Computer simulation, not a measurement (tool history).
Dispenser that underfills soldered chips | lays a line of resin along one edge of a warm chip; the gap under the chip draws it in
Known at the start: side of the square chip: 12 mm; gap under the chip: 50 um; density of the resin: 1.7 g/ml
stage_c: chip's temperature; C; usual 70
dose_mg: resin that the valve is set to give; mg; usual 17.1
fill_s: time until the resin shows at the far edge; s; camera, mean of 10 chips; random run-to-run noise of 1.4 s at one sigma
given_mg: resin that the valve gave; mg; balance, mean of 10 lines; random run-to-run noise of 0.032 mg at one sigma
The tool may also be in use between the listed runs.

| run | day | stage_c | dose_mg | fill_s | given_mg |
|---|---|---|---|---|---|
| 1 | 0 | 70 | 17.1 | 210.4 | 16.97 |
|  | 0.029 | new syringe of resin |
| 2 | 0.162 | 70 | 17.1 | 161.7 | 16.94 |
| 3 | 0.283 | 70 | 17.1 | 191 | 16.89 |
|  | 0.375 | new syringe of resin |
| 4 | 0.375 | 70 | 17.1 | 137.8 | 16.94 |
| 5 | 0.5 | 70 | 21.7 | 157.4 | 21.47 |
| 6 | 0.65 | 70 | 21.9 | 191.1 | 21.57 |
|  | 0.729 | new syringe of resin |
| 7 | 0.754 | 70 | 21.9 | 139.1 | 21.59 |
| 8 | 0.854 | 56 | 17.1 | 341.1 | 16.85 |
| 9 | 1.012 | 56 | 17.1 | 412.9 | 16.89 |
|  | 1.079 | new syringe of resin |
| 10 | 1.112 | 80 | 17.1 | 87.1 | 16.8 |
| 11 | 1.217 | 75 | 17.1 | 130.2 | 16.9 |
| 12 | 1.342 | 70 | 17.1 | 194.6 | 16.83 |
|  | 1.421 | new syringe of resin |
| 13 | 1.496 | 70 | 17.1 | 149.2 | 16.81 |
| 14 | 1.646 | 70 | 17.1 | 184.5 | 16.75 |
|  | 1.779 | new syringe of resin |
| 15 | 1.8 | 70 | 17.1 | 144.8 | 16.74 |
| 16 | 1.892 | 70 | 15.3 | 166.4 | 14.95 |
| 17 | 1.992 | 70 | 15.3 | 190.8 | 14.99 |
|  | 2.125 | new syringe of resin |
| 18 | 2.175 | 70 | 15.3 | 157.9 | 14.97 |
| 19 | 2.333 | 55 | 19.6 | 383.2 | 19.17 |
|  | 2.483 | new syringe of resin |
| 20 | 2.512 | 55 | 19.6 | 300.7 | 19.12 |
| 21 | 2.604 | 55 | 19.6 | 342.4 | 19.12 |
| 22 | 2.729 | 55 | 19.6 | 406.7 | 19.03 |
|  | 2.829 | new syringe of resin |
| 23 | 2.833 | 59 | 15.2 | 254.5 | 14.77 |
| 24 | 2.933 | 59 | 15.2 | 290.2 | 14.82 |
| 25 | 3.071 | 70 | 16.3 | 193.2 | 15.82 |
|  | 3.183 | new syringe of resin |
| 26 | 3.271 | 67 | 17.1 | 178.3 | 16.62 |
| 27 | 3.458 | 67 | 17.1 | 234.1 | 16.56 |
|  | 3.538 | new syringe of resin |
| 28 | 3.592 | 70 | 21.5 | 145.9 | 20.86 |
| 29 | 3.708 | 72 | 17.9 | 162.3 | 17.29 |
|  | 3.883 | new syringe of resin |
| 30 | 3.883 | 75 | 17.3 | 107.8 | 16.75 |
| 31 | 4.042 | 75 | 17.3 | 131.9 | 16.76 |
| 32 | 4.192 | 75 | 17.3 | 166.3 | 16.68 |
|  | 4.238 | new syringe of resin |
| 33 | 4.354 | 75 | 19 | 129.2 | 18.27 |
| 34 | 4.438 | 77 | 19.2 | 128.2 | 18.48 |
| 35 | 4.533 | 77 | 19.2 | 148.6 | 18.47 |
|  | 4.588 | new syringe of resin |
| 36 | 4.642 | 60 | 16 | 259.1 | 15.4 |

A few steps of fill_s between consecutive runs. Split each: what settings, incoming material and random variation would produce without the hidden state, and what is left over for the hidden state, along with gauge scatter present in only one of the two compared results (measured, and without hidden state):
Hidden conditions of the tool in this case: resin's viscosity, % of fresh resin's; dose that the valve gives, % of what is set; true chip temperature over the reading, C; drift of the gauge itself on fill_s, %; drift of the gauge itself on given_mg, %.
Run 7 -> 8: stage_c 70 -> 56, dose_mg 21.9 -> 17.1. fill_s +202 s: hidden state +52.9, all else +149.1.
Run 9 -> 10: stage_c 56 -> 80, new syringe of resin. fill_s -325.8 s: hidden state -134.7, all else -191.1.
Run 18 -> 19: stage_c 70 -> 55, dose_mg 15.3 -> 19.6. fill_s +225.3 s: hidden state +87.1, all else +138.2.
Run 19 -> 20: new syringe of resin. fill_s -82.5 s: hidden state -88.7, all else +6.2.
Run 22 -> 23: stage_c 55 -> 59, dose_mg 19.6 -> 15.2, new syringe of resin. fill_s -152.2 s: hidden state -108.8, all else -43.4.

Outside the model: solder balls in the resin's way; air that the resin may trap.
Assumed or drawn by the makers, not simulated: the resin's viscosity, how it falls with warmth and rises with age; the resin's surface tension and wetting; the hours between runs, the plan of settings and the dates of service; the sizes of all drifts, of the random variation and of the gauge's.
